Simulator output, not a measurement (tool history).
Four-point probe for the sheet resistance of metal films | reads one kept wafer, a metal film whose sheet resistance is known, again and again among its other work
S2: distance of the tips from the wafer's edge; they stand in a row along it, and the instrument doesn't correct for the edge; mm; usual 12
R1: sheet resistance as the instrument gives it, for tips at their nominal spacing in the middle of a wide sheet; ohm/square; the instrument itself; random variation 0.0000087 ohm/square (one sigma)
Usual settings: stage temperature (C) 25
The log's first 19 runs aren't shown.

run 20 hour=1608.6 | stage_temperature_(C)=25 S2=40 | R1=0.043140
run 21 hour=1723.6 | stage_temperature_(C)=23 S2=7 | R1=0.043591
run 22 hour=1784.8 | stage_temperature_(C)=29 S2=33 | R1=0.043131
run 23 hour=1888.3 | stage_temperature_(C)=21 S2=10 | R1=0.043364
run 24 hour=1998.7 | stage_temperature_(C)=23 S2=62 | R1=0.043105
run 25 hour=2078.4 | stage_temperature_(C)=18 S2=22 | R1=0.043165
run 26 hour=2138.3 | stage_temperature_(C)=20 S2=19 | R1=0.043180
run 27 hour=2265.8 | stage_temperature_(C)=31 S2=4 | R1=0.044518
run 28 hour=2382.2 | stage_temperature_(C)=31 S2=4 | R1=0.044514
run 29 hour=2482.3 | stage_temperature_(C)=18 S2=3 | R1=0.045559
-- hour=2520.5 new probe head fitted
run 30 hour=2581.8 | stage_temperature_(C)=18 S2=3 | R1=0.045527
run 31 hour=2685.5 | stage_temperature_(C)=18 S2=3 | R1=0.045532
run 32 hour=2773.5 | stage_temperature_(C)=31 S2=11 | R1=0.043298
run 33 hour=2892.8 | stage_temperature_(C)=31 S2=23 | R1=0.043133
run 34 hour=2988.7 | stage_temperature_(C)=27 S2=23 | R1=0.043140
run 35 hour=3052.7 | stage_temperature_(C)=27 S2=23 | R1=0.043137

4 ways to go on from here, each from the tool as it stands after run 35. What would each give?
run A hour=3176.0 | stage_temperature_(C)=22 S2=5 | R1=?
run B hour=3176.0 | stage_temperature_(C)=35 S2=20 | R1=?
run C hour=3176.0 | stage_temperature_(C)=19 S2=75 | R1=?
run D hour=3176.0 | stage_temperature_(C)=27 S2=62 | R1=?

run=A R1=0.044022
run=B R1=0.043155
run=C R1=0.043118
run=D R1=0.043106
Without the tool's hidden state the same runs would have given:
run=A R1=0.044014
run=B R1=0.043148
run=C R1=0.043111
run=D R1=0.043098
